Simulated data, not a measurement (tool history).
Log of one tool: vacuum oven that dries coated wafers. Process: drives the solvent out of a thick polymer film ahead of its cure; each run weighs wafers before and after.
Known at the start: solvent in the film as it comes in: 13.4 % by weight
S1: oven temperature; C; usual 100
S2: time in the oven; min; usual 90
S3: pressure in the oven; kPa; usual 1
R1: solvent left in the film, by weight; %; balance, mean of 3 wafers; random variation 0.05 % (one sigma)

Run 1, hour 0: usual settings. Result: R1 0.88 %.
Run 2, hour 31.3: usual settings. Result: R1 0.81 %.
Run 3, hour 64.4: usual settings. Result: R1 0.88 %.
Run 4, hour 99.1: usual settings. Result: R1 0.96 %.
Run 5, hour 124.8: usual settings but S2 142 min. Result: R1 0.63 %.
Run 6, hour 143.8: usual settings but S2 142 min. Result: R1 0.51 %.
Run 7, hour 170.6: usual settings but S1 106 C, S2 124 min. Result: R1 0.43 %.
Run 8, hour 207: usual settings but S1 93 C, S2 159 min. Result: R1 0.94 %.
Run 9, hour 233.8: usual settings but S1 89 C, S2 56 min, S3 2.32 kPa. Result: R1 5.4 %.
Run 10, hour 256.4: usual settings but S1 89 C, S2 56 min, S3 2.32 kPa. Result: R1 5.41 %.
Run 11, hour 273.7: usual settings but S1 88 C. Result: R1 3.37 %.

Forecast each of these 5 alternatives for the next run:
Run A, hour 293.6: usual settings but S1 88 C, S2 119 min. Result: R1 ?.
Run B, hour 293.6: usual settings but S1 94 C, S2 112 min. Result: R1 ?.
Run C, hour 293.6: usual settings but S1 105 C, S2 107 min, S3 1.7 kPa. Result: R1 ?.
Run D, hour 293.6: usual settings but S1 88 C, S2 78 min. Result: R1 ?.
Run E, hour 293.6: usual settings but S1 112 C, S2 127 min. Result: R1 ?.

run    R1
  A  2.42
  B  1.34
  C   0.7
  D  3.92
  E  0.29
Without the tool's hidden state the same runs would have given:
run    R1
  A  2.41
  B  1.33
  C  0.69
  D   3.9
  E  0.28
